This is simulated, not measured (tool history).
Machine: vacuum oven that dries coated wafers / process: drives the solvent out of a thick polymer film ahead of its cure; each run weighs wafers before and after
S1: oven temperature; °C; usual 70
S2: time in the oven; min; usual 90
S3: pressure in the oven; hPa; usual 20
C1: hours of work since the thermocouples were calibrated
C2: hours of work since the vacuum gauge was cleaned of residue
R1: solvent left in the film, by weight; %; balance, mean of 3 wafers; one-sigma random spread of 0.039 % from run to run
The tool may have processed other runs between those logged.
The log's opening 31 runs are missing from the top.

run,hour,S1,S2,S3,C1,C2,R1
32,673.5,68,160,12.5,195,954,1.54
33,699.7,68,160,12.5,214,972,1.62
34,716.7,68,160,12.5,226,984,1.56
35,731.5,70,61,20,236,994,4.9
36,751.3,70,107,12.2,250,1008,2.28
37,776.9,70,107,12.2,268,1026,2.38
38,793.8,70,107,12.2,280,1038,2.33
39,819,73,149,69.6,297,1056,2.41
40,844.7,58,62,22,315,1074,8.86
41,860.5,69,62,10.4,326,1085,4.86
42,875.4,59,77,35.6,337,1095,8.18
43,903.1,59,77,35.6,356,1114,8.09
44,926.2,59,77,35.6,372,1131,8.04
45,945.8,78,133,72.8,386,1144,1.88
46,969.9,78,133,72.8,403,1161,1.85
47,983.7,78,133,72.8,413,1171,1.88

Here are 3 independent what-if runs from the current tool condition. What would each one return?
A,1007.4,66,91,72.8,429,1187,?
B,1007.4,70,88,39.2,429,1187,?
C,1007.4,59,49,79.4,429,1187,?

run,R1
A,5.9
B,3.69
C,10.7
What these runs would have given with no unlogged condition in the tool:
run,R1
A,6.21
B,3.95
C,10.93
